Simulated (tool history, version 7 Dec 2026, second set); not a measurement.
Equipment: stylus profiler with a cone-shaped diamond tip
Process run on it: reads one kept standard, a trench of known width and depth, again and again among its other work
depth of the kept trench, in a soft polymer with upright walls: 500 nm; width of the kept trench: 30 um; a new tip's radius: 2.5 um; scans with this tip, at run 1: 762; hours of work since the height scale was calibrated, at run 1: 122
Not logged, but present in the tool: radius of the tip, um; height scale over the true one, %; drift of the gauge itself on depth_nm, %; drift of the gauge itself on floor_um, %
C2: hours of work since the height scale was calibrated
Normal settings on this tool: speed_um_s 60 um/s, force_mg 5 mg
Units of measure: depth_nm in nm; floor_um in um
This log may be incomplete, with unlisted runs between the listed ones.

{"run": 1, "hour": 0.0, "speed_um_s": 60, "force_mg": 5, "scans with this tip": 762, "C2": 122, "depth_nm": 511.84, "floor_um": 26.79}
{"run": 2, "hour": 116.1, "speed_um_s": 60, "force_mg": 5, "scans with this tip": 1241, "C2": 199, "depth_nm": 511.95, "floor_um": 26.83}
{"run": 3, "hour": 231.8, "speed_um_s": 60, "force_mg": 5, "scans with this tip": 1718, "C2": 276, "depth_nm": 511.74, "floor_um": 26.81}
{"run": 4, "hour": 317.9, "speed_um_s": 60, "force_mg": 5, "scans with this tip": 2074, "C2": 333, "depth_nm": 511.44, "floor_um": 26.83}
{"run": 5, "hour": 400.9, "speed_um_s": 60, "force_mg": 5, "scans with this tip": 2416, "C2": 388, "depth_nm": 511.67, "floor_um": 26.83}
{"run": 6, "hour": 496.6, "speed_um_s": 60, "force_mg": 10.29, "scans with this tip": 2811, "C2": 452, "depth_nm": 518.83, "floor_um": 26.91}
{"run": 7, "hour": 607.7, "speed_um_s": 60, "force_mg": 10.29, "scans with this tip": 3270, "C2": 525, "depth_nm": 518.76, "floor_um": 26.92}
{"run": 8, "hour": 712.8, "speed_um_s": 60, "force_mg": 10.29, "scans with this tip": 3703, "C2": 595, "depth_nm": 519.15, "floor_um": 26.94}
{"run": 9, "hour": 794.1, "speed_um_s": 60, "force_mg": 5, "scans with this tip": 4039, "C2": 649, "depth_nm": 511.77, "floor_um": 26.8}
{"run": 10, "hour": 871.3, "speed_um_s": 60, "force_mg": 5, "scans with this tip": 4357, "C2": 700, "depth_nm": 511.75, "floor_um": 26.81}

Predict the results of run 11:
{"run": 11, "hour": 929.1, "speed_um_s": 60, "force_mg": 5.42, "scans with this tip": 4596, "C2": 739, "depth_nm": "?", "floor_um": "?"}

{"run 11": {"depth_nm": 512.42, "floor_um": 26.84}}
Without the tool's hidden state the same run would have given depth_nm 512.37 nm, floor_um 26.85 um.
